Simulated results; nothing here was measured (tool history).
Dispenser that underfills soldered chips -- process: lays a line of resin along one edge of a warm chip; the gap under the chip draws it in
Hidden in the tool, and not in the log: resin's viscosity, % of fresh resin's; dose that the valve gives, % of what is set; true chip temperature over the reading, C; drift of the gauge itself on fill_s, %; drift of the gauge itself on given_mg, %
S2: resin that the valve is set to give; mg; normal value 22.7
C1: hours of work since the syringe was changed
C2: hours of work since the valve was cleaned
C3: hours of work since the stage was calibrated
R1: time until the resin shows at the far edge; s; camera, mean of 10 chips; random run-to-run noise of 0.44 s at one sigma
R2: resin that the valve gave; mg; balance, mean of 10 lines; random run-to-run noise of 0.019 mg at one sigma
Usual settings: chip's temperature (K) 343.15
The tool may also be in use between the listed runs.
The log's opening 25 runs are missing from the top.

Run 26, hour 271.0: usual settings but chip's temperature (K) 348.15, S2 19.7 mg; C1 8; C2 43; C3 339. Result: R1 46.4 s, R2 19.44 mg.
At hour 274.2: new syringe of resin.
At hour 283.4: dispensing valve cleaned and set on the balance.
Run 27, hour 285.3: usual settings but chip's temperature (K) 352.15, S2 28.5 mg; C1 8; C2 1; C3 349. Result: R1 38.5 s, R2 28.38 mg.
At hour 289.5: new syringe of resin.
Run 28, hour 291.9: usual settings but chip's temperature (K) 341.15, S2 23.4 mg; C1 2; C2 6; C3 354. Result: R1 40.1 s, R2 23.30 mg.
Run 29, hour 302.5: usual settings but chip's temperature (K) 336.15, S2 29.0 mg; C1 10; C2 15; C3 362. Result: R1 71.6 s, R2 28.79 mg.
At hour 303.7: new syringe of resin.
At hour 317.6: new syringe of resin.
Run 30, hour 317.7: usual settings but chip's temperature (K) 331.15, S2 25.5 mg; C1 0; C2 26; C3 373. Result: R1 49.4 s, R2 25.21 mg.
At hour 331.4: new syringe of resin.
Run 31, hour 333.0: usual settings but chip's temperature (K) 331.15, S2 25.5 mg; C1 1; C2 38; C3 385. Result: R1 53.0 s, R2 25.09 mg.
Run 32, hour 343.5: usual settings but chip's temperature (K) 331.15, S2 25.5 mg; C1 9; C2 46; C3 393. Result: R1 81.5 s, R2 25.05 mg.
At hour 345.7: new syringe of resin.
At hour 351.5: dispensing valve cleaned and set on the balance.
Run 33, hour 356.4: usual settings but chip's temperature (K) 335.15; C1 8; C2 4; C3 402. Result: R1 65.7 s, R2 22.68 mg.

5 options for the next run, each taken on its own from the tool as it stands now. Forecast them:
At hour 360.6: new syringe of resin.
Run A, hour 365.9: usual settings but chip's temperature (K) 341.15, S2 25.0 mg; C1 4; C2 11; C3 409. Result: R1 ?, R2 ?.
At hour 360.6: new syringe of resin.
Run B, hour 365.9: usual settings but chip's temperature (K) 342.15, S2 27.1 mg; C1 4; C2 11; C3 409. Result: R1 ?, R2 ?.
At hour 360.6: new syringe of resin.
Run C, hour 365.9: usual settings but chip's temperature (K) 331.15, S2 23.6 mg; C1 4; C2 11; C3 409. Result: R1 ?, R2 ?.
At hour 360.6: new syringe of resin.
Run D, hour 365.9: usual settings but chip's temperature (K) 333.15, S2 22.0 mg; C1 4; C2 11; C3 409. Result: R1 ?, R2 ?.
At hour 360.6: new syringe of resin.
Run E, hour 365.9: usual settings but chip's temperature (K) 352.15, S2 24.4 mg; C1 4; C2 11; C3 409. Result: R1 ?, R2 ?.

run    R1     R2
  A  44.5  24.90
  B  42.8  26.99
  C  62.9  23.53
  D  58.6  21.92
  E  31.2  24.33
With the hidden condition removed and each run's random variation left untouched, the same runs would have given:
run    R1     R2
  A  34.4  24.98
  B  33.1  27.08
  C  48.6  23.60
  D  45.2  21.99
  E  24.1  24.41
